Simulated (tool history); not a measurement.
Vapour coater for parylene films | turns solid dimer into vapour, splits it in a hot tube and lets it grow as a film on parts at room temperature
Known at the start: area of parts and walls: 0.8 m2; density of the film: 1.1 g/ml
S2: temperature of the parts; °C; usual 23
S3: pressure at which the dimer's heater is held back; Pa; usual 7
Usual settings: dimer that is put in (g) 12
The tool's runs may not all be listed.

{"run": 1, "day": 0.0, "dimer that is put in (g)": 12, "S2": 23, "S3": 7, "thickness of the film (nm)": 5660}
{"run": 2, "day": 0.867, "dimer that is put in (g)": 12, "S2": 23, "S3": 2.78, "thickness of the film (nm)": 6890}
{"run": 3, "day": 1.896, "dimer that is put in (g)": 12, "S2": 23, "S3": 7, "thickness of the film (nm)": 5580}
{"run": 4, "day": 3.604, "dimer that is put in (g)": 12, "S2": 23, "S3": 7, "thickness of the film (nm)": 5780}
{"run": 5, "day": 5.321, "dimer that is put in (g)": 12, "S2": 23, "S3": 7, "thickness of the film (nm)": 5620}
{"run": 6, "day": 6.962, "dimer that is put in (g)": 12, "S2": 23, "S3": 7, "thickness of the film (nm)": 5590}
{"run": 7, "day": 8.229, "dimer that is put in (g)": 12, "S2": 23, "S3": 7, "thickness of the film (nm)": 5590}
{"run": 8, "day": 9.154, "dimer that is put in (g)": 12, "S2": 23, "S3": 7, "thickness of the film (nm)": 5560}
{"run": 9, "day": 9.892, "dimer that is put in (g)": 12, "S2": 23, "S3": 7, "thickness of the film (nm)": 5530}
{"run": 10, "day": 10.917, "dimer that is put in (g)": 12, "S2": 23, "S3": 3.51, "thickness of the film (nm)": 6460}
{"run": 11, "day": 11.867, "dimer that is put in (g)": 12, "S2": 23, "S3": 3.51, "thickness of the film (nm)": 6310}
{"run": 12, "day": 13.117, "dimer that is put in (g)": 12, "S2": 23, "S3": 3.51, "thickness of the film (nm)": 6390}
{"run": 13, "day": 14.617, "dimer that is put in (g)": 12, "S2": 23, "S3": 3.51, "thickness of the film (nm)": 6290}
{"run": 14, "day": 16.179, "dimer that is put in (g)": 12, "S2": 23, "S3": 11.94, "thickness of the film (nm)": 4800}
{"run": 15, "day": 17.312, "dimer that is put in (g)": 12, "S2": 23, "S3": 11.94, "thickness of the film (nm)": 4810}
{"run": 16, "day": 18.925, "dimer that is put in (g)": 12, "S2": 23, "S3": 11.94, "thickness of the film (nm)": 4800}
{"run": 17, "day": 20.079, "dimer that is put in (g)": 12, "S2": 23, "S3": 11.94, "thickness of the film (nm)": 4710}
{"run": 18, "day": 21.154, "dimer that is put in (g)": 12, "S2": 23, "S3": 7.07, "thickness of the film (nm)": 5330}
{"run": 19, "day": 22.104, "dimer that is put in (g)": 12, "S2": 23, "S3": 7.07, "thickness of the film (nm)": 5340}
{"run": 20, "day": 23.212, "dimer that is put in (g)": 12, "S2": 23, "S3": 7.07, "thickness of the film (nm)": 5300}
{"run": 21, "day": 24.762, "dimer that is put in (g)": 12, "S2": 23, "S3": 7.07, "thickness of the film (nm)": 5310}
{"run": 22, "day": 25.683, "dimer that is put in (g)": 6, "S2": 34, "S3": 3.38, "thickness of the film (nm)": 2290}
{"run": 23, "day": 26.617, "dimer that is put in (g)": 11, "S2": 28, "S3": 7.82, "thickness of the film (nm)": 4080}
{"run": 24, "day": 27.788, "dimer that is put in (g)": 11, "S2": 21, "S3": 7.82, "thickness of the film (nm)": 5050}
{"run": 25, "day": 29.246, "dimer that is put in (g)": 11, "S2": 21, "S3": 7.82, "thickness of the film (nm)": 4870}
{"run": 26, "day": 30.262, "dimer that is put in (g)": 11, "S2": 21, "S3": 7.82, "thickness of the film (nm)": 4930}
{"run": 27, "day": 31.233, "dimer that is put in (g)": 11, "S2": 21, "S3": 7.82, "thickness of the film (nm)": 4860}
{"day": 32.538, "done": "trap's valve overhauled"}
{"run": 28, "day": 32.967, "dimer that is put in (g)": 11, "S2": 21, "S3": 7.82, "thickness of the film (nm)": 5680}
{"run": 29, "day": 34.317, "dimer that is put in (g)": 11, "S2": 21, "S3": 7.82, "thickness of the film (nm)": 5700}
{"run": 30, "day": 35.65, "dimer that is put in (g)": 7, "S2": 23, "S3": 7.09, "thickness of the film (nm)": 3510}
{"run": 31, "day": 36.988, "dimer that is put in (g)": 7, "S2": 16, "S3": 2.02, "thickness of the film (nm)": 5440}
{"run": 32, "day": 38.171, "dimer that is put in (g)": 6, "S2": 16, "S3": 3.76, "thickness of the film (nm)": 4100}
{"run": 33, "day": 39.642, "dimer that is put in (g)": 7, "S2": 21, "S3": 7, "thickness of the film (nm)": 3670}
{"run": 34, "day": 40.958, "dimer that is put in (g)": 7, "S2": 21, "S3": 7, "thickness of the film (nm)": 3600}
{"run": 35, "day": 41.942, "dimer that is put in (g)": 9, "S2": 21, "S3": 8.08, "thickness of the film (nm)": 4530}
{"run": 36, "day": 43.525, "dimer that is put in (g)": 12, "S2": 33, "S3": 7, "thickness of the film (nm)": 4460}
{"run": 37, "day": 44.254, "dimer that is put in (g)": 15, "S2": 23, "S3": 6.04, "thickness of the film (nm)": 7590}
{"run": 38, "day": 45.7, "dimer that is put in (g)": 9, "S2": 15, "S3": 11.33, "thickness of the film (nm)": 4900}
{"run": 39, "day": 46.842, "dimer that is put in (g)": 11, "S2": 22, "S3": 3.77, "thickness of the film (nm)": 6280}

Measured less the same run without the tool's hidden state. The same run-to-run variation is in both; the gauge's scatter may not be:
The hidden state here: vapour lost through the trap's worn valve, %; true temperature of the parts over the reading, C; drift of the gauge itself on film_um, %.
run=1 thickness_of_the_film_(nm)=-320
run=2 thickness_of_the_film_(nm)=-400
run=3 thickness_of_the_film_(nm)=-350
run=4 thickness_of_the_film_(nm)=-370
run=5 thickness_of_the_film_(nm)=-390
run=6 thickness_of_the_film_(nm)=-420
run=7 thickness_of_the_film_(nm)=-430
run=8 thickness_of_the_film_(nm)=-450
run=9 thickness_of_the_film_(nm)=-460
run=10 thickness_of_the_film_(nm)=-550
run=11 thickness_of_the_film_(nm)=-550
run=12 thickness_of_the_film_(nm)=-580
run=13 thickness_of_the_film_(nm)=-610
run=14 thickness_of_the_film_(nm)=-490
run=15 thickness_of_the_film_(nm)=-490
run=16 thickness_of_the_film_(nm)=-520
run=17 thickness_of_the_film_(nm)=-520
run=18 thickness_of_the_film_(nm)=-610
run=19 thickness_of_the_film_(nm)=-630
run=20 thickness_of_the_film_(nm)=-640
run=21 thickness_of_the_film_(nm)=-670
run=22 thickness_of_the_film_(nm)=-290
run=23 thickness_of_the_film_(nm)=-540
run=24 thickness_of_the_film_(nm)=-680
run=25 thickness_of_the_film_(nm)=-680
run=26 thickness_of_the_film_(nm)=-700
run=27 thickness_of_the_film_(nm)=-710
run=28 thickness_of_the_film_(nm)=+30
run=29 thickness_of_the_film_(nm)=+20
run=30 thickness_of_the_film_(nm)=+0
run=31 thickness_of_the_film_(nm)=-20
run=32 thickness_of_the_film_(nm)=-20
run=33 thickness_of_the_film_(nm)=-40
run=34 thickness_of_the_film_(nm)=-50
run=35 thickness_of_the_film_(nm)=-80
run=36 thickness_of_the_film_(nm)=-80
run=37 thickness_of_the_film_(nm)=-150
run=38 thickness_of_the_film_(nm)=-120
run=39 thickness_of_the_film_(nm)=-170
